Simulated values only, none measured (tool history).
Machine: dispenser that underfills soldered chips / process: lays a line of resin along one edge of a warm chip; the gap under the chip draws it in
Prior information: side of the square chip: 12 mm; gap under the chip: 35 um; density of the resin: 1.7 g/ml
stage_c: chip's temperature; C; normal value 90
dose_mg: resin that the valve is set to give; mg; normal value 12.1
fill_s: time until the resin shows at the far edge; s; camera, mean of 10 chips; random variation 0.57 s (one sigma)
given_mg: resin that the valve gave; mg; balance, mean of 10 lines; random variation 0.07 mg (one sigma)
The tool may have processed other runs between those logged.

| run | hour | stage_c | dose_mg | fill_s | given_mg |
|---|---|---|---|---|---|
| 1 | 0 | 90 | 12.1 | 56.7 | 12.12 |
|  | 7.7 | new syringe of resin |
| 2 | 11 | 90 | 12.1 | 55.2 | 11.89 |
|  | 19.9 | new syringe of resin |
| 3 | 21.1 | 96 | 12.1 | 41 | 11.86 |
| 4 | 28 | 96 | 12.1 | 51 | 12 |
|  | 32.1 | new syringe of resin |
| 5 | 34.5 | 96 | 12.1 | 41.9 | 11.85 |
| 6 | 43.8 | 96 | 12.1 | 55.9 | 11.81 |
|  | 44.6 | new syringe of resin |
| 7 | 50.1 | 90 | 11.5 | 59 | 11.21 |
|  | 57.2 | new syringe of resin |
| 8 | 57.6 | 90 | 12.1 | 49.3 | 11.59 |
|  | 69.7 | new syringe of resin |
| 9 | 69.9 | 90 | 11.2 | 49.8 | 10.62 |
| 10 | 77 | 90 | 11.2 | 62.9 | 10.82 |
|  | 82.3 | new syringe of resin |
| 11 | 84.5 | 90 | 11.2 | 53.7 | 10.64 |
| 12 | 93.8 | 90 | 11.2 | 74.1 | 10.66 |
|  | 95.3 | new syringe of resin |
| 13 | 105.4 | 90 | 15 | 65.8 | 14.08 |
|  | 107.4 | new syringe of resin |
| 14 | 118.8 | 90 | 15 | 70.7 | 14.02 |
|  | 119.7 | new syringe of resin |
| 15 | 127.8 | 90 | 15 | 62.5 | 14.04 |
|  | 131.9 | new syringe of resin |
| 16 | 137.3 | 90 | 15 | 55.6 | 13.89 |
|  | 138.9 | dispensing valve cleaned and set on the balance |
|  | 145.3 | new syringe of resin |
| 17 | 150.8 | 90 | 15 | 55.3 | 14.95 |
|  | 157.5 | new syringe of resin |
| 18 | 163.2 | 104 | 12.2 | 34 | 11.96 |
|  | 169.8 | new syringe of resin |
| 19 | 174.9 | 91 | 14.2 | 53 | 13.92 |
|  | 182.7 | new syringe of resin |
| 20 | 188.5 | 91 | 13.4 | 54.7 | 13.14 |
| 21 | 194 | 82 | 12.1 | 97.6 | 11.72 |
|  | 195.1 | new syringe of resin |
| 22 | 202.4 | 102 | 11.1 | 38.9 | 10.81 |
|  | 207.3 | new syringe of resin |
| 23 | 214.1 | 102 | 11.1 | 39.4 | 10.71 |
|  | 219.4 | new syringe of resin |
| 24 | 227.2 | 102 | 11.1 | 41.1 | 10.69 |
|  | 231.8 | new syringe of resin |
| 25 | 238.6 | 102 | 11.1 | 38.9 | 10.63 |
|  | 244.2 | new syringe of resin |
| 26 | 249 | 94 | 14.3 | 47.7 | 13.53 |
|  | 256.3 | new syringe of resin |
| 27 | 258.7 | 91 | 10.3 | 53.1 | 9.86 |
| 28 | 267.2 | 91 | 10.3 | 70.9 | 9.68 |
|  | 268.8 | new syringe of resin |
| 29 | 280 | 90 | 10.7 | 73.6 | 10.08 |
|  | 281.4 | new syringe of resin |
|  | 283 | dispensing valve cleaned and set on the balance |
| 30 | 293 | 90 | 10.7 | 71.3 | 10.57 |
|  | 295.2 | new syringe of resin |
| 31 | 304.2 | 102 | 11.1 | 41 | 10.98 |
|  | 308 | new syringe of resin |
| 32 | 314.9 | 102 | 11.1 | 38.8 | 11.09 |
|  | 320.7 | new syringe of resin |
| 33 | 323.4 | 90 | 14.6 | 50.8 | 14.29 |
|  | 332.7 | new syringe of resin |
| 34 | 334.6 | 90 | 14.6 | 48.7 | 14.25 |

Same runs, no hidden state in the tool, same run-to-run variation:
What the log doesn't record here: resin's viscosity, % of fresh resin's; dose that the valve gives, % of what is set; true chip temperature over the reading, C; drift of the gauge itself on fill_s, %; drift of the gauge itself on given_mg, %.
| run | fill_s | given_mg |
|---|---|---|
| 1 | 48.5 | 12.19 |
| 2 | 49.5 | 12.03 |
| 3 | 39.4 | 12.05 |
| 4 | 39 | 12.24 |
| 5 | 39.4 | 12.13 |
| 6 | 38.5 | 12.14 |
| 7 | 49.4 | 11.56 |
| 8 | 48.8 | 12 |
| 9 | 49.7 | 11.06 |
| 10 | 49.4 | 11.31 |
| 11 | 49.6 | 11.17 |
| 12 | 49.8 | 11.25 |
| 13 | 47.6 | 14.95 |
| 14 | 48.6 | 14.99 |
| 15 | 47.5 | 15.08 |
| 16 | 47.5 | 14.99 |
| 17 | 47.5 | 15 |
| 18 | 28.4 | 12.08 |
| 19 | 45.6 | 14.14 |
| 20 | 46.3 | 13.44 |
| 21 | 68.7 | 12.01 |
| 22 | 31.2 | 11.12 |
| 23 | 31.7 | 11.08 |
| 24 | 31.6 | 11.13 |
| 25 | 31.3 | 11.13 |
| 26 | 41.7 | 14.24 |
| 27 | 49.3 | 10.42 |
| 28 | 49.4 | 10.29 |
| 29 | 51.5 | 10.78 |
| 30 | 51.1 | 10.62 |
| 31 | 31.3 | 11.09 |
| 32 | 31.5 | 11.26 |
| 33 | 47.8 | 14.57 |
| 34 | 46.9 | 14.61 |
